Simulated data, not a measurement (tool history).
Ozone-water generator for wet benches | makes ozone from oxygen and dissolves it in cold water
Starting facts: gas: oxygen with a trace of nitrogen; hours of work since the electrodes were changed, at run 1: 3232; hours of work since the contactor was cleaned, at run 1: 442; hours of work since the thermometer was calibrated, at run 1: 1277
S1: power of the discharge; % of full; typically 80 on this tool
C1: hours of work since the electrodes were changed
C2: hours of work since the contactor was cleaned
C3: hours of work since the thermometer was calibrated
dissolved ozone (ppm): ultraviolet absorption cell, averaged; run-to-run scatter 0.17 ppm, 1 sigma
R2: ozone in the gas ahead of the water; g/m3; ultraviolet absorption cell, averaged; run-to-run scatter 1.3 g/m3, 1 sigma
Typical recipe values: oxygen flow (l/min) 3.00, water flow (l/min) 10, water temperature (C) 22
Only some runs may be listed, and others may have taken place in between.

{"run": 1, "hour": 0.0, "S1": 80, "oxygen flow (l/min)": 3.0, "water flow (l/min)": 10, "water temperature (C)": 22, "C1": 3232, "C2": 442, "C3": 1277, "dissolved ozone (ppm)": 20.2, "R2": 199.1}
{"run": 2, "hour": 159.1, "S1": 80, "oxygen flow (l/min)": 3.0, "water flow (l/min)": 10, "water temperature (C)": 22, "C1": 3359, "C2": 568, "C3": 1404, "dissolved ozone (ppm)": 19.9, "R2": 199.3}
{"run": 3, "hour": 239.4, "S1": 80, "oxygen flow (l/min)": 3.0, "water flow (l/min)": 10, "water temperature (C)": 22, "C1": 3423, "C2": 632, "C3": 1468, "dissolved ozone (ppm)": 19.9, "R2": 197.3}
{"run": 4, "hour": 357.5, "S1": 80, "oxygen flow (l/min)": 3.0, "water flow (l/min)": 10, "water temperature (C)": 21, "C1": 3516, "C2": 726, "C3": 1561, "dissolved ozone (ppm)": 20.5, "R2": 197.6}
{"run": 5, "hour": 482.9, "S1": 80, "oxygen flow (l/min)": 3.0, "water flow (l/min)": 10, "water temperature (C)": 21, "C1": 3616, "C2": 826, "C3": 1661, "dissolved ozone (ppm)": 19.9, "R2": 194.5}
{"run": 6, "hour": 571.7, "S1": 80, "oxygen flow (l/min)": 3.0, "water flow (l/min)": 10, "water temperature (C)": 21, "C1": 3687, "C2": 896, "C3": 1732, "dissolved ozone (ppm)": 19.8, "R2": 195.0}
{"run": 7, "hour": 657.8, "S1": 62, "oxygen flow (l/min)": 3.0, "water flow (l/min)": 10, "water temperature (C)": 22, "C1": 3755, "C2": 965, "C3": 1800, "dissolved ozone (ppm)": 16.0, "R2": 158.8}
{"run": 8, "hour": 803.6, "S1": 80, "oxygen flow (l/min)": 3.05, "water flow (l/min)": 10, "water temperature (C)": 22, "C1": 3871, "C2": 1081, "C3": 1916, "dissolved ozone (ppm)": 19.4, "R2": 192.5}
{"run": 9, "hour": 958.4, "S1": 80, "oxygen flow (l/min)": 3.0, "water flow (l/min)": 6, "water temperature (C)": 22, "C1": 3994, "C2": 1204, "C3": 2039, "dissolved ozone (ppm)": 28.0, "R2": 191.0}
{"run": 10, "hour": 1130.7, "S1": 76, "oxygen flow (l/min)": 3.0, "water flow (l/min)": 6, "water temperature (C)": 22, "C1": 4131, "C2": 1340, "C3": 2176, "dissolved ozone (ppm)": 26.5, "R2": 183.0}
{"run": 11, "hour": 1299.1, "S1": 80, "oxygen flow (l/min)": 3.0, "water flow (l/min)": 9, "water temperature (C)": 22, "C1": 4265, "C2": 1474, "C3": 2310, "dissolved ozone (ppm)": 20.5, "R2": 188.6}
{"run": 12, "hour": 1406.8, "S1": 80, "oxygen flow (l/min)": 3.0, "water flow (l/min)": 10, "water temperature (C)": 22, "C1": 4350, "C2": 1560, "C3": 2395, "dissolved ozone (ppm)": 18.7, "R2": 188.1}
{"hour": 1417.5, "done": "water thermometer calibrated"}
{"run": 13, "hour": 1541.8, "S1": 80, "oxygen flow (l/min)": 3.0, "water flow (l/min)": 10, "water temperature (C)": 22, "C1": 4457, "C2": 1667, "C3": 99, "dissolved ozone (ppm)": 18.5, "R2": 188.9}
{"run": 14, "hour": 1643.0, "S1": 67, "oxygen flow (l/min)": 3.0, "water flow (l/min)": 10, "water temperature (C)": 22, "C1": 4538, "C2": 1747, "C3": 179, "dissolved ozone (ppm)": 15.9, "R2": 163.9}
{"run": 15, "hour": 1731.6, "S1": 67, "oxygen flow (l/min)": 3.0, "water flow (l/min)": 10, "water temperature (C)": 22, "C1": 4608, "C2": 1818, "C3": 250, "dissolved ozone (ppm)": 16.0, "R2": 162.8}
{"run": 16, "hour": 1827.9, "S1": 40, "oxygen flow (l/min)": 3.0, "water flow (l/min)": 10, "water temperature (C)": 22, "C1": 4684, "C2": 1894, "C3": 326, "dissolved ozone (ppm)": 11.0, "R2": 111.1}
{"hour": 1874.1, "done": "water thermometer calibrated, once more"}
{"run": 17, "hour": 1956.1, "S1": 50, "oxygen flow (l/min)": 3.0, "water flow (l/min)": 10, "water temperature (C)": 22, "C1": 4786, "C2": 1996, "C3": 65, "dissolved ozone (ppm)": 12.8, "R2": 129.9}
{"run": 18, "hour": 2033.5, "S1": 50, "oxygen flow (l/min)": 3.0, "water flow (l/min)": 10, "water temperature (C)": 22, "C1": 4847, "C2": 2057, "C3": 127, "dissolved ozone (ppm)": 12.8, "R2": 129.9}
{"run": 19, "hour": 2151.4, "S1": 74, "oxygen flow (l/min)": 3.0, "water flow (l/min)": 10, "water temperature (C)": 22, "C1": 4941, "C2": 2151, "C3": 220, "dissolved ozone (ppm)": 17.0, "R2": 173.9}
{"run": 20, "hour": 2256.5, "S1": 80, "oxygen flow (l/min)": 3.0, "water flow (l/min)": 10, "water temperature (C)": 22, "C1": 5025, "C2": 2234, "C3": 304, "dissolved ozone (ppm)": 17.9, "R2": 183.0}
{"run": 21, "hour": 2373.5, "S1": 58, "oxygen flow (l/min)": 1.85, "water flow (l/min)": 9, "water temperature (C)": 22, "C1": 5118, "C2": 2327, "C3": 397, "dissolved ozone (ppm)": 14.7, "R2": 173.3}
{"run": 22, "hour": 2506.6, "S1": 80, "oxygen flow (l/min)": 3.0, "water flow (l/min)": 10, "water temperature (C)": 14, "C1": 5223, "C2": 2433, "C3": 503, "dissolved ozone (ppm)": 20.1, "R2": 181.1}
{"run": 23, "hour": 2668.0, "S1": 80, "oxygen flow (l/min)": 3.0, "water flow (l/min)": 10, "water temperature (C)": 14, "C1": 5352, "C2": 2561, "C3": 631, "dissolved ozone (ppm)": 19.9, "R2": 180.2}
{"run": 24, "hour": 2825.6, "S1": 59, "oxygen flow (l/min)": 2.54, "water flow (l/min)": 10, "water temperature (C)": 22, "C1": 5477, "C2": 2687, "C3": 756, "dissolved ozone (ppm)": 13.9, "R2": 153.1}
{"run": 25, "hour": 3000.0, "S1": 59, "oxygen flow (l/min)": 2.54, "water flow (l/min)": 10, "water temperature (C)": 22, "C1": 5615, "C2": 2825, "C3": 895, "dissolved ozone (ppm)": 13.5, "R2": 152.0}
{"run": 26, "hour": 3171.4, "S1": 80, "oxygen flow (l/min)": 3.0, "water flow (l/min)": 14, "water temperature (C)": 16, "C1": 5752, "C2": 2961, "C3": 1031, "dissolved ozone (ppm)": 13.5, "R2": 176.3}
{"run": 27, "hour": 3336.3, "S1": 73, "oxygen flow (l/min)": 3.46, "water flow (l/min)": 6, "water temperature (C)": 24, "C1": 5883, "C2": 3092, "C3": 1162, "dissolved ozone (ppm)": 22.1, "R2": 155.6}
{"run": 28, "hour": 3424.3, "S1": 58, "oxygen flow (l/min)": 5.07, "water flow (l/min)": 12, "water temperature (C)": 16, "C1": 5953, "C2": 3162, "C3": 1232, "dissolved ozone (ppm)": 13.4, "R2": 114.7}
{"run": 29, "hour": 3584.6, "S1": 58, "oxygen flow (l/min)": 5.07, "water flow (l/min)": 12, "water temperature (C)": 16, "C1": 6080, "C2": 3290, "C3": 1359, "dissolved ozone (ppm)": 13.2, "R2": 112.5}
{"run": 30, "hour": 3688.3, "S1": 46, "oxygen flow (l/min)": 1.7, "water flow (l/min)": 11, "water temperature (C)": 18, "C1": 6162, "C2": 3372, "C3": 1442, "dissolved ozone (ppm)": 9.9, "R2": 147.9}
{"run": 31, "hour": 3835.5, "S1": 52, "oxygen flow (l/min)": 3.37, "water flow (l/min)": 9, "water temperature (C)": 23, "C1": 6279, "C2": 3489, "C3": 1559, "dissolved ozone (ppm)": 13.2, "R2": 120.8}
{"run": 32, "hour": 4003.0, "S1": 52, "oxygen flow (l/min)": 2.27, "water flow (l/min)": 9, "water temperature (C)": 24, "C1": 6413, "C2": 3622, "C3": 1692, "dissolved ozone (ppm)": 12.5, "R2": 140.2}
{"run": 33, "hour": 4104.3, "S1": 52, "oxygen flow (l/min)": 5.31, "water flow (l/min)": 9, "water temperature (C)": 23, "C1": 6493, "C2": 3703, "C3": 1772, "dissolved ozone (ppm)": 13.1, "R2": 101.8}
{"run": 34, "hour": 4259.0, "S1": 80, "oxygen flow (l/min)": 3.0, "water flow (l/min)": 10, "water temperature (C)": 22, "C1": 6616, "C2": 3826, "C3": 1895, "dissolved ozone (ppm)": 16.1, "R2": 168.2}

Measured less the same run without the tool's hidden state. The same run-to-run variation is in both; the gauge's scatter may not be:
Unlogged tool condition in this case: yield of the discharge, % of new electrodes'; contactor's efficiency, % of a clean one's; true water temperature over the reading, C; drift of the gauge itself on ozone_ppm, %; drift of the gauge itself on gas_g_m3, %.
run=1 dissolved_ozone_(ppm)=-3.7 R2=-31.7
run=2 dissolved_ozone_(ppm)=-3.8 R2=-32.9
run=3 dissolved_ozone_(ppm)=-3.9 R2=-33.2
run=4 dissolved_ozone_(ppm)=-4.0 R2=-34.3
run=5 dissolved_ozone_(ppm)=-4.3 R2=-35.0
run=6 dissolved_ozone_(ppm)=-4.3 R2=-35.7
run=7 dissolved_ozone_(ppm)=-2.9 R2=-23.8
run=8 dissolved_ozone_(ppm)=-4.4 R2=-37.3
run=9 dissolved_ozone_(ppm)=-6.5 R2=-38.2
run=10 dissolved_ozone_(ppm)=-6.2 R2=-36.4
run=11 dissolved_ozone_(ppm)=-5.4 R2=-40.9
run=12 dissolved_ozone_(ppm)=-5.0 R2=-42.0
run=13 dissolved_ozone_(ppm)=-5.3 R2=-43.0
run=14 dissolved_ozone_(ppm)=-4.2 R2=-32.8
run=15 dissolved_ozone_(ppm)=-4.2 R2=-33.2
run=16 dissolved_ozone_(ppm)=-1.8 R2=-12.4
run=17 dissolved_ozone_(ppm)=-2.7 R2=-20.2
run=18 dissolved_ozone_(ppm)=-2.6 R2=-20.5
run=19 dissolved_ozone_(ppm)=-5.0 R2=-41.9
run=20 dissolved_ozone_(ppm)=-5.7 R2=-48.2
run=21 dissolved_ozone_(ppm)=-3.7 R2=-34.5
run=22 dissolved_ozone_(ppm)=-6.8 R2=-49.8
run=23 dissolved_ozone_(ppm)=-6.9 R2=-51.4
run=24 dissolved_ozone_(ppm)=-3.9 R2=-33.7
run=25 dissolved_ozone_(ppm)=-4.1 R2=-34.7
run=26 dissolved_ozone_(ppm)=-5.4 R2=-54.5
run=27 dissolved_ozone_(ppm)=-7.9 R2=-45.8
run=28 dissolved_ozone_(ppm)=-4.3 R2=-27.6
run=29 dissolved_ozone_(ppm)=-4.5 R2=-27.8
run=30 dissolved_ozone_(ppm)=-2.7 R2=-28.5
run=31 dissolved_ozone_(ppm)=-4.1 R2=-27.6
run=32 dissolved_ozone_(ppm)=-4.0 R2=-33.1
run=33 dissolved_ozone_(ppm)=-4.2 R2=-24.5
run=34 dissolved_ozone_(ppm)=-7.7 R2=-62.3
